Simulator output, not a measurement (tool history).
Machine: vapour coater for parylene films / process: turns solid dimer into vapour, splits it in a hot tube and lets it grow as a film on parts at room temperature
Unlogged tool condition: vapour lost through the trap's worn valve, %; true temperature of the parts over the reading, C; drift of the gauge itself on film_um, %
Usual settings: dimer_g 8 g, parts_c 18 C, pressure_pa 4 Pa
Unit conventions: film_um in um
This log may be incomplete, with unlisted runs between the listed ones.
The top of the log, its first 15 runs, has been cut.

| run | hour | dimer_g | parts_c | pressure_pa | hours of work since the trap's valve was overhauled | hours of work since the table's thermometer was calibrated | film_um |
|---|---|---|---|---|---|---|---|
| 16 | 222.1 | 3 | 18 | 4 | 534 | 586 | 0.69 |
|  | 241.7 | trap's valve overhauled |
| 17 | 245.5 | 3 | 18 | 4 | 2 | 597 | 0.7 |
| 18 | 264.4 | 3 | 18 | 4 | 13 | 607 | 0.75 |
| 19 | 279.7 | 3 | 18 | 4 | 22 | 616 | 0.75 |
| 20 | 298.9 | 11 | 18 | 4 | 33 | 627 | 2.7 |
| 21 | 315.9 | 10 | 23 | 3.14 | 42 | 637 | 2.27 |
| 22 | 331.2 | 6 | 17 | 5.14 | 51 | 646 | 1.43 |
| 23 | 347.3 | 6 | 17 | 5.14 | 60 | 655 | 1.45 |
| 24 | 364.1 | 6 | 19 | 4 | 70 | 664 | 1.45 |
| 25 | 377.8 | 6 | 19 | 4 | 78 | 672 | 1.39 |
| 26 | 392.6 | 6 | 19 | 4 | 86 | 681 | 1.39 |
| 27 | 412.7 | 6 | 19 | 4 | 98 | 692 | 1.42 |
| 28 | 427.3 | 6 | 19 | 4 | 106 | 701 | 1.43 |
| 29 | 438.1 | 6 | 19 | 4 | 112 | 707 | 1.43 |
| 30 | 457.3 | 8 | 21 | 4 | 123 | 718 | 1.81 |
| 31 | 478.3 | 11 | 26 | 4 | 135 | 730 | 2.27 |
| 32 | 489 | 6 | 21 | 7.83 | 141 | 736 | 1.21 |
| 33 | 499.4 | 4 | 27 | 4.44 | 147 | 742 | 0.81 |
| 34 | 521.2 | 11 | 24 | 5.08 | 160 | 754 | 2.25 |
| 35 | 537.5 | 3 | 24 | 7.53 | 169 | 763 | 0.6 |

Each row is a separate what-if for the run after 35, all from the same tool condition, not one after another. Results?
| A | 554 | 8 | 24 | 11.02 | 179 | 773 | ? |
| B | 554 | 3 | 11 | 4.78 | 179 | 773 | ? |
| C | 554 | 3 | 14 | 4 | 179 | 773 | ? |
| D | 554 | 3 | 24 | 3.83 | 179 | 773 | ? |

| run | film_um |
|---|---|
| A | 1.46 |
| B | 0.82 |
| C | 0.77 |
| D | 0.61 |
Without the tool's unlogged condition, the same runs would have read:
| run | film_um |
|---|---|
| A | 1.54 |
| B | 0.86 |
| C | 0.81 |
| D | 0.65 |
